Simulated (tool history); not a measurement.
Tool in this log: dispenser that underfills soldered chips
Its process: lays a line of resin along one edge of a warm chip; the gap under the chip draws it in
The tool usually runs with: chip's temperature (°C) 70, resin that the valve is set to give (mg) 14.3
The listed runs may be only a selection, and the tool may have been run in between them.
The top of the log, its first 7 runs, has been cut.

run,hour,chip's temperature (°C),resin that the valve is set to give (mg),hours of work since the syringe was changed,hours of work since the valve was cleaned,hours of work since the stage was calibrated,time until the resin shows at the far edge (s),resin that the valve gave (mg)
8,54.7,70,13.7,7,26,251,152.9,13.52
# hour 55.5: new syringe of resin
9,64.7,70,13.7,7,33,257,150.5,13.44
# hour 66.1: new syringe of resin
10,69.5,70,13.7,2,36,261,133.2,13.45
# hour 76.9: new syringe of resin
11,77.9,70,13.7,1,42,266,122.7,13.41
12,82.5,70,13.2,4,45,270,139.1,12.97
# hour 87.4: new syringe of resin
13,88.5,70,14.3,1,49,274,124.7,13.91
14,93.0,70,14.3,4,53,277,138.3,13.90
# hour 97.8: new syringe of resin
15,103.1,70,14.3,4,60,284,135.7,13.77
# hour 108.5: new syringe of resin
16,111.2,70,14.3,2,65,290,127.0,13.81
# hour 119.3: new syringe of resin
17,119.8,65,14.3,0,71,296,150.4,13.73
18,128.2,61,12.2,6,77,302,230.5,11.69
# hour 129.8: new syringe of resin
19,136.5,61,12.2,5,83,307,221.2,11.64
# hour 140.6: new syringe of resin
20,143.9,73,16.1,2,88,312,109.9,15.20
# hour 151.2: new syringe of resin
21,151.2,73,16.1,0,93,317,106.3,15.31
22,156.6,60,14.3,4,97,321,218.3,13.54

What will run 23 give?
# hour 162.2: new syringe of resin
23,166.7,71,14.8,3,104,328,?,?

time until the resin shows at the far edge (s): 127.0
resin that the valve gave (mg): 13.97
Were there no unlogged condition in the tool, this run, its random variation unchanged, would have produced time until the resin shows at the far edge (s) 125.1, resin that the valve gave (mg) 14.84.

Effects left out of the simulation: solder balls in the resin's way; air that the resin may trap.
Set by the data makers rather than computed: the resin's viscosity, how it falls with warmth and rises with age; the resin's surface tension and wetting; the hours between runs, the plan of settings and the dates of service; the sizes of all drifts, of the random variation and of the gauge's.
